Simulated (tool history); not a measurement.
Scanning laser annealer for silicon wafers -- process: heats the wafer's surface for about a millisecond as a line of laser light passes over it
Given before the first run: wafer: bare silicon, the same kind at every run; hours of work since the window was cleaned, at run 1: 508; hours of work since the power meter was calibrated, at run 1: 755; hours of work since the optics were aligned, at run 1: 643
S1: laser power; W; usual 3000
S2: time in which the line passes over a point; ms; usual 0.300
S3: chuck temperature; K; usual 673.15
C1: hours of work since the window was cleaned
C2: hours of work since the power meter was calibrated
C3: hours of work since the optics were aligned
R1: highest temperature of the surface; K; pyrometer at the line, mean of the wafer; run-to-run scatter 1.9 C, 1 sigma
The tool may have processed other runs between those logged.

run   hour    S1     S2      S3   C1   C2   C3       R1
  1    0.0  3000  0.300  673.15  508  755  643  1369.15
  2   16.7  3000  0.300  673.15  520  767  655  1365.15
  3   29.3  3000  0.300  673.15  530  777  665  1365.15
  4   42.6  3000  0.300  673.15  540  787  674  1366.15
  5   71.8  3000  0.300  673.15  561  808  696  1364.15
  6   97.2  3000  0.300  673.15  580  827  715  1362.15
  7  123.9  3000  0.300  673.15  600  847  735  1360.15
  8  135.8  3000  0.300  673.15  609  856  744  1362.15
  9  162.4  3000  0.300  673.15  628  875  763  1357.15
 10  190.5  2979  0.333  713.15  649  896  784  1430.15
 11  207.4  2979  0.333  713.15  662  909  797  1429.15
 12  222.2  2979  0.333  713.15  673  920  808  1427.15
     226.7  -- laser's power meter calibrated
 13  254.8  2979  0.333  713.15  695   21  830  1424.15
 14  272.9  3000  0.305  709.15  708   34  843  1400.15
 15  291.4  3072  0.218  674.15  722   48  857  1273.15
 16  306.0  3072  0.218  674.15  733   59  868  1275.15
 17  327.9  3072  0.223  649.15  749   75  884  1255.15

What if the next run were any one of these 3? Each begins from the tool's condition after run 17:
  A  353.9  3072  0.223  693.15  768  94  903   ?
  B  353.9  2853  0.277  660.15  768  94  903   ?
  C  353.9  2907  0.289  673.15  768  94  903   ?

run       R1
  A  1297.15
  B  1273.15
  C  1315.15
Without the tool's hidden state the same runs would have given:
run       R1
  A  1338.15
  B  1314.15
  C  1358.15

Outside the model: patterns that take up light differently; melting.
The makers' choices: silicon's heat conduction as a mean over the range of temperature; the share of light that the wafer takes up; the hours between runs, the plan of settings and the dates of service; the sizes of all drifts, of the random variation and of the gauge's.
